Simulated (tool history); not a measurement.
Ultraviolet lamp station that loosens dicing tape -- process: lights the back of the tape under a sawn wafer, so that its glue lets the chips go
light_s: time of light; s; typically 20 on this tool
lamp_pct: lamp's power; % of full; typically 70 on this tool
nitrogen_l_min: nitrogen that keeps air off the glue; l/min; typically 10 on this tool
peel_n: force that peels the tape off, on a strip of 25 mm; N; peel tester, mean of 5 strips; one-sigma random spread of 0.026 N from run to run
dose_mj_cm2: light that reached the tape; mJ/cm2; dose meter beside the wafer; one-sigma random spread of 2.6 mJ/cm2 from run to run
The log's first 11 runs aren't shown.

run 12 hour=305.9 | light_s=20 lamp_pct=70 nitrogen_l_min=10 | peel_n=1.248 dose_mj_cm2=335
run 13 hour=335.5 | light_s=18 lamp_pct=70 nitrogen_l_min=10 | peel_n=1.470 dose_mj_cm2=302
run 14 hour=357.3 | light_s=20 lamp_pct=70 nitrogen_l_min=10 | peel_n=1.196 dose_mj_cm2=336
run 15 hour=377.8 | light_s=20 lamp_pct=70 nitrogen_l_min=10 | peel_n=1.260 dose_mj_cm2=337
run 16 hour=397.3 | light_s=20 lamp_pct=70 nitrogen_l_min=10 | peel_n=1.328 dose_mj_cm2=335
run 17 hour=423.0 | light_s=20 lamp_pct=70 nitrogen_l_min=10 | peel_n=1.277 dose_mj_cm2=334
run 18 hour=452.5 | light_s=20 lamp_pct=70 nitrogen_l_min=10 | peel_n=1.297 dose_mj_cm2=335
run 19 hour=482.7 | light_s=20 lamp_pct=61 nitrogen_l_min=10 | peel_n=1.611 dose_mj_cm2=290
run 20 hour=500.7 | light_s=20 lamp_pct=61 nitrogen_l_min=10 | peel_n=1.521 dose_mj_cm2=294
run 21 hour=526.8 | light_s=20 lamp_pct=61 nitrogen_l_min=10 | peel_n=1.575 dose_mj_cm2=295
run 22 hour=551.6 | light_s=20 lamp_pct=66 nitrogen_l_min=10 | peel_n=1.388 dose_mj_cm2=320
run 23 hour=582.6 | light_s=30 lamp_pct=84 nitrogen_l_min=3 | peel_n=1.075 dose_mj_cm2=607
run 24 hour=610.2 | light_s=20 lamp_pct=70 nitrogen_l_min=8 | peel_n=1.411 dose_mj_cm2=337
run 25 hour=648.0 | light_s=20 lamp_pct=70 nitrogen_l_min=8 | peel_n=1.474 dose_mj_cm2=337
run 26 hour=667.0 | light_s=33 lamp_pct=78 nitrogen_l_min=9 | peel_n=0.471 dose_mj_cm2=620
run 27 hour=696.0 | light_s=33 lamp_pct=78 nitrogen_l_min=9 | peel_n=0.470 dose_mj_cm2=617
run 28 hour=734.2 | light_s=28 lamp_pct=78 nitrogen_l_min=9 | peel_n=0.592 dose_mj_cm2=522
run 29 hour=765.8 | light_s=28 lamp_pct=78 nitrogen_l_min=9 | peel_n=0.658 dose_mj_cm2=531
run 30 hour=791.9 | light_s=15 lamp_pct=84 nitrogen_l_min=12 | peel_n=1.335 dose_mj_cm2=301
run 31 hour=820.7 | light_s=28 lamp_pct=76 nitrogen_l_min=12 | peel_n=0.537 dose_mj_cm2=515
run 32 hour=843.4 | light_s=28 lamp_pct=76 nitrogen_l_min=5 | peel_n=1.008 dose_mj_cm2=513
run 33 hour=872.4 | light_s=20 lamp_pct=71 nitrogen_l_min=10 | peel_n=1.272 dose_mj_cm2=341
run 34 hour=908.6 | light_s=20 lamp_pct=71 nitrogen_l_min=10 | peel_n=1.226 dose_mj_cm2=342

The next listed run, before its measurement:
-- hour=932.4 window cleaned of glue's vapour
run 35 hour=932.4 | light_s=20 lamp_pct=80 nitrogen_l_min=5 | peel_n=? dose_mj_cm2=?

{"run 35": {"peel_n": 1.488, "dose_mj_cm2": 385}}
Were there no unlogged condition in the tool, this run, its random variation unchanged, would have produced peel_n 1.485 N, dose_mj_cm2 385 mJ/cm2.

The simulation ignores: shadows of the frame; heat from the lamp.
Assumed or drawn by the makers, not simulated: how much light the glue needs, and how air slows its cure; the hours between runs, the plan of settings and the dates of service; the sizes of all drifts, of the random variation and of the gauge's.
